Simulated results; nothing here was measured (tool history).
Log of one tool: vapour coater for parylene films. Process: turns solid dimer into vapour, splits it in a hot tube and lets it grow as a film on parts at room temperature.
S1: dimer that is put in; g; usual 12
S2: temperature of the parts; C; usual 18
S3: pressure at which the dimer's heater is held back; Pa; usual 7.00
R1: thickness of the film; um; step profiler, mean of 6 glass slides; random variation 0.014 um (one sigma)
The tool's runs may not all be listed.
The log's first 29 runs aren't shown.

| run | hour | S1 | S2 | S3 | R1 |
|---|---|---|---|---|---|
| 30 | 535.1 | 9 | 11 | 4.99 | 3.66 |
| 31 | 557.4 | 18 | 27 | 2.73 | 5.71 |
| 32 | 582.8 | 18 | 27 | 2.73 | 5.72 |
| 33 | 609.8 | 12 | 17 | 4.01 | 4.42 |
| 34 | 636.8 | 12 | 20 | 3.79 | 4.21 |
| 35 | 658.4 | 12 | 21 | 7.00 | 3.72 |
| 36 | 676.0 | 18 | 18 | 7.00 | 5.97 |
| 37 | 697.6 | 18 | 18 | 7.00 | 5.96 |

The next listed run, before its measurement:
| 38 | 712.6 | 18 | 21 | 10.72 | ? |

{"run 38": {"R1": 5.27}}
Without the tool's hidden state the same run would have given R1 5.20 um.
